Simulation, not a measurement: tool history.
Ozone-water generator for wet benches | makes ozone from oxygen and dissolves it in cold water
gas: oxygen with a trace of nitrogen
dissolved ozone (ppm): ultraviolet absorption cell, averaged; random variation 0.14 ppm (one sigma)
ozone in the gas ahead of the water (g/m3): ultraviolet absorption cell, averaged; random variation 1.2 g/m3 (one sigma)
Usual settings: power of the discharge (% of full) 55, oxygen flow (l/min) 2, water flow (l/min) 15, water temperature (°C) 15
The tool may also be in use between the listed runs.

run	hour	power of the discharge (% of full)	oxygen flow (l/min)	water flow (l/min)	water temperature (°C)	dissolved ozone (ppm)	ozone in the gas ahead of the water (g/m3)
1	0	55	2	15	15	14.5	223.9
2	49.2	55	2	15	15	14.5	223.4
3	104.2	55	2	15	15	14.4	221.4
4	173.8	55	2	15	15	14.5	220
5	222.6	55	2	15	15	14.4	222.4
6	290.7	47	2	15	15	13.1	203.2
7	351	47	2	15	19	12.7	199.5
8	415	47	2	15	19	12.7	200.8
9	458.5	47	2	15	19	12.5	199.9
10	503.3	55	2	18	15	12.2	218.3
11	575.5	55	2	18	15	12	220.6
12	637.1	41	2	15	15	12.2	187
13	696.2	41	2	15	15	12.1	186
14	747.5	55	2	15	15	14.2	221.2
15	793.8	55	2	15	15	14.4	218.3
16	867.5	55	2	15	8	15.2	219.3
17	917.1	55	2	15	8	15	221
# hour 964.8: contactor cleaned
18	989.1	55	2	15	8	16.3	217.8

Forecast run 19:
19	1055.8	55	2	10	9	?	?

Run 19 gave dissolved ozone (ppm) 22.4, ozone in the gas ahead of the water (g/m3) 219.2.
Without the tool's hidden state the same run would have given dissolved ozone (ppm) 23.4, ozone in the gas ahead of the water (g/m3) 228.6.

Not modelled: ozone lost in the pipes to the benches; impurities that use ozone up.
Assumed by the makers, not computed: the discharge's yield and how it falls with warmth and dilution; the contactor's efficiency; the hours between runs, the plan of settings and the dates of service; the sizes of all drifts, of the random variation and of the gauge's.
